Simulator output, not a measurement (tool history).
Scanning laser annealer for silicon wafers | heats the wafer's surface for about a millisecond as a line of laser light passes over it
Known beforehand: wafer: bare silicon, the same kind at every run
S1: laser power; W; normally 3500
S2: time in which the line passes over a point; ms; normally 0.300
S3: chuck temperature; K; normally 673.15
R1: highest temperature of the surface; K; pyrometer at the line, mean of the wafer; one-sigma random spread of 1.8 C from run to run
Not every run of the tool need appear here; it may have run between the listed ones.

{"run": 1, "day": 0.0, "S1": 3500, "S2": 0.3, "S3": 673.15, "R1": 1477.15}
{"run": 2, "day": 0.842, "S1": 3500, "S2": 0.3, "S3": 673.15, "R1": 1477.15}
{"run": 3, "day": 1.329, "S1": 3500, "S2": 0.261, "S3": 673.15, "R1": 1431.15}
{"run": 4, "day": 2.279, "S1": 3500, "S2": 0.261, "S3": 669.15, "R1": 1421.15}
{"run": 5, "day": 2.9, "S1": 3500, "S2": 0.261, "S3": 669.15, "R1": 1423.15}
{"run": 6, "day": 3.383, "S1": 3500, "S2": 0.356, "S3": 673.15, "R1": 1538.15}
{"run": 7, "day": 4.129, "S1": 3500, "S2": 0.356, "S3": 673.15, "R1": 1535.15}
{"run": 8, "day": 5.104, "S1": 3500, "S2": 0.356, "S3": 673.15, "R1": 1535.15}
{"run": 9, "day": 6.042, "S1": 3500, "S2": 0.356, "S3": 673.15, "R1": 1533.15}
{"run": 10, "day": 7.012, "S1": 3500, "S2": 0.356, "S3": 697.15, "R1": 1557.15}
{"run": 11, "day": 7.742, "S1": 3500, "S2": 0.356, "S3": 697.15, "R1": 1561.15}
{"run": 12, "day": 8.383, "S1": 3500, "S2": 0.3, "S3": 700.15, "R1": 1503.15}
{"run": 13, "day": 9.25, "S1": 3500, "S2": 0.3, "S3": 673.15, "R1": 1476.15}
{"run": 14, "day": 10.171, "S1": 3500, "S2": 0.3, "S3": 673.15, "R1": 1470.15}
{"run": 15, "day": 10.996, "S1": 3500, "S2": 0.23, "S3": 673.15, "R1": 1388.15}
{"run": 16, "day": 11.971, "S1": 3500, "S2": 0.23, "S3": 673.15, "R1": 1386.15}
{"run": 17, "day": 12.588, "S1": 3500, "S2": 0.23, "S3": 673.15, "R1": 1386.15}
{"run": 18, "day": 13.112, "S1": 3500, "S2": 0.23, "S3": 673.15, "R1": 1390.15}
{"run": 19, "day": 13.758, "S1": 3500, "S2": 0.23, "S3": 673.15, "R1": 1390.15}
{"run": 20, "day": 14.267, "S1": 3500, "S2": 0.23, "S3": 638.15, "R1": 1351.15}
{"run": 21, "day": 15.25, "S1": 3500, "S2": 0.341, "S3": 673.15, "R1": 1523.15}
{"run": 22, "day": 15.875, "S1": 3732, "S2": 0.284, "S3": 707.15, "R1": 1543.15}
{"run": 23, "day": 16.408, "S1": 3500, "S2": 0.264, "S3": 664.15, "R1": 1423.15}
{"run": 24, "day": 16.854, "S1": 3025, "S2": 0.27, "S3": 653.15, "R1": 1318.15}
{"run": 25, "day": 17.646, "S1": 3025, "S2": 0.243, "S3": 653.15, "R1": 1285.15}
{"run": 26, "day": 18.054, "S1": 3500, "S2": 0.212, "S3": 667.15, "R1": 1357.15}
{"run": 27, "day": 18.529, "S1": 3500, "S2": 0.212, "S3": 667.15, "R1": 1358.15}
{"run": 28, "day": 19.171, "S1": 3500, "S2": 0.212, "S3": 699.15, "R1": 1391.15}
{"run": 29, "day": 19.917, "S1": 3352, "S2": 0.339, "S3": 710.15, "R1": 1519.15}
{"run": 30, "day": 20.617, "S1": 3352, "S2": 0.271, "S3": 710.15, "R1": 1446.15}
{"run": 31, "day": 21.333, "S1": 3352, "S2": 0.271, "S3": 710.15, "R1": 1442.15}
{"run": 32, "day": 22.383, "S1": 3352, "S2": 0.271, "S3": 710.15, "R1": 1447.15}
{"run": 33, "day": 22.983, "S1": 3505, "S2": 0.3, "S3": 673.15, "R1": 1470.15}
{"run": 34, "day": 23.75, "S1": 3281, "S2": 0.344, "S3": 672.15, "R1": 1469.15}
{"run": 35, "day": 24.204, "S1": 3676, "S2": 0.302, "S3": 681.15, "R1": 1525.15}
{"run": 36, "day": 24.979, "S1": 3652, "S2": 0.36, "S3": 665.15, "R1": 1574.15}
{"run": 37, "day": 25.483, "S1": 3319, "S2": 0.215, "S3": 706.15, "R1": 1364.15}
{"run": 38, "day": 26.025, "S1": 3550, "S2": 0.24, "S3": 707.15, "R1": 1442.15}
{"run": 39, "day": 26.542, "S1": 3550, "S2": 0.24, "S3": 662.15, "R1": 1402.15}
{"run": 40, "day": 27.217, "S1": 3159, "S2": 0.24, "S3": 685.15, "R1": 1340.15}

Missing from the log above: 2 entries noted between runs. For each, name the pair of listed runs it sits between and say how the tool's hidden condition differs from the listed run just before to the listed run just after:
In the gap between runs 17 and 18: window over the wafer cleaned (day 12.746)
  light that passes the window, % of a clean one's: 99.82 -> 99.99
In the gap between runs 31 and 32: optics aligned, line set to its width (day 21.729)
  width of the line over the set one, %: 0.14 -> 0
